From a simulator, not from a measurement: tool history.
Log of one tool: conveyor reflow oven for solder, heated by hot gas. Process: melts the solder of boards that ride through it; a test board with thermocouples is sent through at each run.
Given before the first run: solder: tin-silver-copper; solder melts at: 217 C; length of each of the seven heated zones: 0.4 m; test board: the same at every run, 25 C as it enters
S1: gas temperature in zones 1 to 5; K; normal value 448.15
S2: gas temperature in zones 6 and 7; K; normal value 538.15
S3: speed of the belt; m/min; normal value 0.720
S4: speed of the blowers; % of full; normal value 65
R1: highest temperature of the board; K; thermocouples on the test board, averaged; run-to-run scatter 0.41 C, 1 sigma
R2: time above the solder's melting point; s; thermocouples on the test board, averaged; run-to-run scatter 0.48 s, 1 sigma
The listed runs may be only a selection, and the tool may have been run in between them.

| run | hour | S1 | S2 | S3 | S4 | R1 | R2 |
|---|---|---|---|---|---|---|---|
| 1 | 0.0 | 448.15 | 538.15 | 0.720 | 65 | 512.25 | 37.6 |
| 2 | 37.6 | 448.15 | 538.15 | 0.720 | 65 | 512.55 | 37.2 |
| 3 | 59.2 | 448.15 | 538.15 | 0.720 | 55 | 507.35 | 29.4 |
| 4 | 82.1 | 448.15 | 538.15 | 0.720 | 55 | 506.45 | 29.8 |
| 5 | 110.8 | 448.15 | 538.15 | 0.720 | 55 | 505.85 | 28.7 |
| 6 | 146.5 | 448.15 | 538.15 | 0.720 | 65 | 510.85 | 36.6 |
|  | 173.8 | flux residue cleaned out of gas plates and filters |
| 7 | 181.5 | 448.15 | 538.15 | 0.720 | 65 | 509.95 | 34.3 |
| 8 | 211.9 | 448.15 | 537.15 | 0.720 | 65 | 508.65 | 33.2 |
| 9 | 239.8 | 448.15 | 537.15 | 0.720 | 65 | 508.45 | 32.3 |
| 10 | 261.5 | 436.15 | 538.15 | 0.720 | 65 | 505.45 | 26.5 |
| 11 | 284.3 | 435.15 | 538.15 | 0.720 | 71 | 508.25 | 29.5 |
|  | 313.0 | thermocouples of zones 6 and 7 changed |
| 12 | 316.7 | 435.15 | 538.15 | 0.771 | 80 | 509.45 | 29.1 |
| 13 | 349.1 | 448.15 | 542.15 | 0.757 | 65 | 511.35 | 32.8 |
| 14 | 364.9 | 440.15 | 538.15 | 0.720 | 65 | 507.55 | 29.4 |
| 15 | 386.2 | 456.15 | 538.15 | 0.720 | 86 | 518.85 | 47.3 |
|  | 396.6 | flux residue cleaned out of gas plates and filters, once more |
| 16 | 410.4 | 447.15 | 538.15 | 0.659 | 86 | 523.55 | 54.4 |
| 17 | 432.8 | 447.15 | 538.15 | 0.659 | 86 | 524.15 | 54.2 |
| 18 | 464.4 | 462.15 | 540.15 | 0.738 | 60 | 516.05 | 44.5 |

Each row is a separate what-if for the run after 18, all from the same tool condition, not one after another. Results?
| A | 494.0 | 448.15 | 538.15 | 0.720 | 80 | ? | ? |
| B | 494.0 | 437.15 | 545.15 | 0.725 | 65 | ? | ? |
| C | 494.0 | 448.15 | 540.15 | 0.738 | 57 | ? | ? |
| D | 494.0 | 448.15 | 548.15 | 0.720 | 80 | ? | ? |
| E | 494.0 | 462.15 | 546.15 | 0.738 | 60 | ? | ? |

| run | R1 | R2 |
|---|---|---|
| A | 519.05 | 45.2 |
| B | 516.05 | 38.5 |
| C | 509.65 | 33.6 |
| D | 527.65 | 50.7 |
| E | 519.95 | 47.7 |
With the hidden condition removed and each run's random variation left untouched, the same runs would have given:
| run | R1 | R2 |
|---|---|---|
| A | 519.75 | 45.4 |
| B | 516.75 | 38.7 |
| C | 510.25 | 33.8 |
| D | 528.45 | 50.7 |
| E | 520.55 | 47.7 |
